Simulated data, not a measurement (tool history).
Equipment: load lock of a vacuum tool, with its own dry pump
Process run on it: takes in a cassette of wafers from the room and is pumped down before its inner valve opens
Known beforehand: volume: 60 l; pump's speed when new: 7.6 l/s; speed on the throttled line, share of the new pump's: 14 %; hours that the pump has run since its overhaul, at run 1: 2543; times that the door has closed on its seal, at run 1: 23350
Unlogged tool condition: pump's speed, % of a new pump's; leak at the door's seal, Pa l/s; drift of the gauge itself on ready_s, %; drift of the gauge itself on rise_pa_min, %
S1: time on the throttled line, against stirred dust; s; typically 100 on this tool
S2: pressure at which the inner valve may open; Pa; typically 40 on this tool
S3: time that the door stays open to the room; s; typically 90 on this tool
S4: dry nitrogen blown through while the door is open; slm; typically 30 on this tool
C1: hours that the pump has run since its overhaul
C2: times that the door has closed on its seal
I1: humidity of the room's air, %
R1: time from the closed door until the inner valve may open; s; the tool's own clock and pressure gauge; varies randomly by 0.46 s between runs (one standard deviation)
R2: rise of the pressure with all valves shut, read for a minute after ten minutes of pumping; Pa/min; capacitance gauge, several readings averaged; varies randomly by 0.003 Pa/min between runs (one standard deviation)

| run | hour | S1 | S2 | S3 | S4 | C1 | C2 | I1 | R1 | R2 |
|---|---|---|---|---|---|---|---|---|---|---|
| 1 | 0 | 100 | 40 | 90 | 30 | 2543 | 23350 | 43.4 | 149.6 | 0.141 |
| 2 | 115.8 | 100 | 40 | 90 | 30 | 2659 | 23752 | 44.9 | 149 | 0.147 |
| 3 | 241.2 | 100 | 40 | 90 | 30 | 2784 | 24188 | 45 | 150.2 | 0.146 |
| 4 | 391.8 | 100 | 40 | 90 | 30 | 2935 | 24710 | 45.1 | 149.6 | 0.148 |
| 5 | 517.4 | 100 | 40 | 90 | 30 | 3061 | 25147 | 44.9 | 149.5 | 0.148 |
| 6 | 654.6 | 100 | 40 | 90 | 30 | 3198 | 25623 | 45.9 | 149.4 | 0.16 |
| 7 | 812.8 | 100 | 40 | 90 | 30 | 3356 | 26172 | 44.9 | 149.1 | 0.164 |
| 8 | 920.4 | 100 | 40 | 90 | 30 | 3464 | 26546 | 44.4 | 149.4 | 0.161 |
| 9 | 1116.2 | 100 | 40 | 90 | 30 | 3659 | 27226 | 48.1 | 150.1 | 0.168 |
| 10 | 1221.8 | 169 | 40 | 90 | 30 | 3765 | 27593 | 45.3 | 208.6 | 0.171 |
| 11 | 1312.9 | 141 | 28 | 207 | 41 | 3856 | 27909 | 43.7 | 188.2 | 0.175 |
| 12 | 1424.2 | 100 | 33 | 90 | 30 | 3967 | 28296 | 46.9 | 151.8 | 0.173 |
| 13 | 1537.9 | 100 | 33 | 90 | 30 | 4081 | 28691 | 48.1 | 151.7 | 0.181 |
| 14 | 1661.1 | 100 | 58 | 90 | 30 | 4204 | 29118 | 44 | 147.2 | 0.186 |
| 15 | 1749.4 | 153 | 58 | 41 | 32 | 4292 | 29425 | 43.9 | 192 | 0.173 |
| 16 | 1883.8 | 116 | 40 | 90 | 34 | 4427 | 29892 | 47 | 163.4 | 0.186 |
| 17 | 1979.1 | 116 | 40 | 189 | 30 | 4522 | 30223 | 42.1 | 164.3 | 0.193 |
| 18 | 2130.2 | 116 | 40 | 189 | 30 | 4673 | 30748 | 45 | 163.5 | 0.209 |
| 19 | 2309.8 | 116 | 40 | 189 | 30 | 4853 | 31372 | 44.1 | 164.5 | 0.211 |
| 20 | 2417 | 100 | 31 | 91 | 37 | 4960 | 31743 | 43.6 | 151.9 | 0.199 |

What if the next run were any one of these 5? Each begins from the tool's condition after run 20:
| A | 2545.6 | 100 | 31 | 31 | 37 | 5089 | 32190 | 47.1 | ? | ? |
| B | 2545.6 | 60 | 56 | 30 | 30 | 5089 | 32190 | 45.9 | ? | ? |
| C | 2545.6 | 100 | 28 | 42 | 30 | 5089 | 32190 | 46.9 | ? | ? |
| D | 2545.6 | 96 | 77 | 54 | 30 | 5089 | 32190 | 47 | ? | ? |
| E | 2545.6 | 100 | 31 | 101 | 37 | 5089 | 32190 | 44.3 | ? | ? |

| run | R1 | R2 |
|---|---|---|
| A | 151.7 | 0.201 |
| B | 113.2 | 0.198 |
| C | 153.9 | 0.2 |
| D | 142.4 | 0.204 |
| E | 152.5 | 0.201 |
The same runs, with their run-to-run variation unchanged, on a tool lacking any hidden condition would have given:
| run | R1 | R2 |
|---|---|---|
| A | 149.4 | 0.026 |
| B | 110.8 | 0.025 |
| C | 151.4 | 0.027 |
| D | 140.3 | 0.032 |
| E | 150.2 | 0.033 |
